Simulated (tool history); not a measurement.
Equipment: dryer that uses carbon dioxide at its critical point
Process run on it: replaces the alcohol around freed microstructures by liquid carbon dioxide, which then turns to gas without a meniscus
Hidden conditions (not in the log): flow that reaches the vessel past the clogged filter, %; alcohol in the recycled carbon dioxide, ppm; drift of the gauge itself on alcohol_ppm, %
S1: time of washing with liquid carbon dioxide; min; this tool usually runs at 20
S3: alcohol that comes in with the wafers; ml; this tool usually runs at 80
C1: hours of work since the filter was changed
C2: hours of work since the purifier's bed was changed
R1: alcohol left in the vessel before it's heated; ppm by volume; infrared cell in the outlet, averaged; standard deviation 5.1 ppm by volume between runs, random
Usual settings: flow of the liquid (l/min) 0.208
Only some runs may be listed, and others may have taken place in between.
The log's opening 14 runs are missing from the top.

run 15 hour=326.9 | S1=20 flow_of_the_liquid_(l/min)=0.208 S3=80 | C1=120 C2=568 | R1=127
run 16 hour=341.9 | S1=20 flow_of_the_liquid_(l/min)=0.208 S3=80 | C1=128 C2=576 | R1=117
run 17 hour=373.4 | S1=20 flow_of_the_liquid_(l/min)=0.208 S3=80 | C1=145 C2=593 | R1=122
run 18 hour=396.2 | S1=20 flow_of_the_liquid_(l/min)=0.277 S3=80 | C1=157 C2=605 | R1=65
run 19 hour=425 | S1=20 flow_of_the_liquid_(l/min)=0.209 S3=80 | C1=173 C2=621 | R1=127
run 20 hour=451.8 | S1=20 flow_of_the_liquid_(l/min)=0.209 S3=66 | C1=187 C2=635 | R1=116
run 21 hour=468 | S1=20 flow_of_the_liquid_(l/min)=0.209 S3=66 | C1=196 C2=644 | R1=119
run 22 hour=499.9 | S1=20 flow_of_the_liquid_(l/min)=0.209 S3=66 | C1=213 C2=661 | R1=129
run 23 hour=522.5 | S1=29 flow_of_the_liquid_(l/min)=0.208 S3=80 | C1=225 C2=673 | R1=68
run 24 hour=558.3 | S1=29 flow_of_the_liquid_(l/min)=0.208 S3=80 | C1=245 C2=693 | R1=62
run 25 hour=576.5 | S1=23 flow_of_the_liquid_(l/min)=0.15 S3=26 | C1=255 C2=702 | R1=164
run 26 hour=604.4 | S1=23 flow_of_the_liquid_(l/min)=0.15 S3=26 | C1=270 C2=718 | R1=188
run 27 hour=624.2 | S1=23 flow_of_the_liquid_(l/min)=0.32 S3=31 | C1=280 C2=728 | R1=64
run 28 hour=640.3 | S1=23 flow_of_the_liquid_(l/min)=0.32 S3=31 | C1=289 C2=737 | R1=72
run 29 hour=668.6 | S1=23 flow_of_the_liquid_(l/min)=0.32 S3=31 | C1=304 C2=752 | R1=57
run 30 hour=689.7 | S1=23 flow_of_the_liquid_(l/min)=0.32 S3=31 | C1=316 C2=764 | R1=67
run 31 hour=721.9 | S1=23 flow_of_the_liquid_(l/min)=0.32 S3=31 | C1=333 C2=781 | R1=67
run 32 hour=753.2 | S1=23 flow_of_the_liquid_(l/min)=0.32 S3=31 | C1=350 C2=798 | R1=82
run 33 hour=769 | S1=20 flow_of_the_liquid_(l/min)=0.265 S3=59 | C1=359 C2=806 | R1=78

Estimate the outcome of run 34 from the log above:
run 34 hour=796.8 | S1=27 flow_of_the_liquid_(l/min)=0.252 S3=97 | C1=374 C2=821 | R1=?

{"run 34": {"R1": 73}}
Without the tool's hidden state the same run would have given R1 6 ppm by volume.
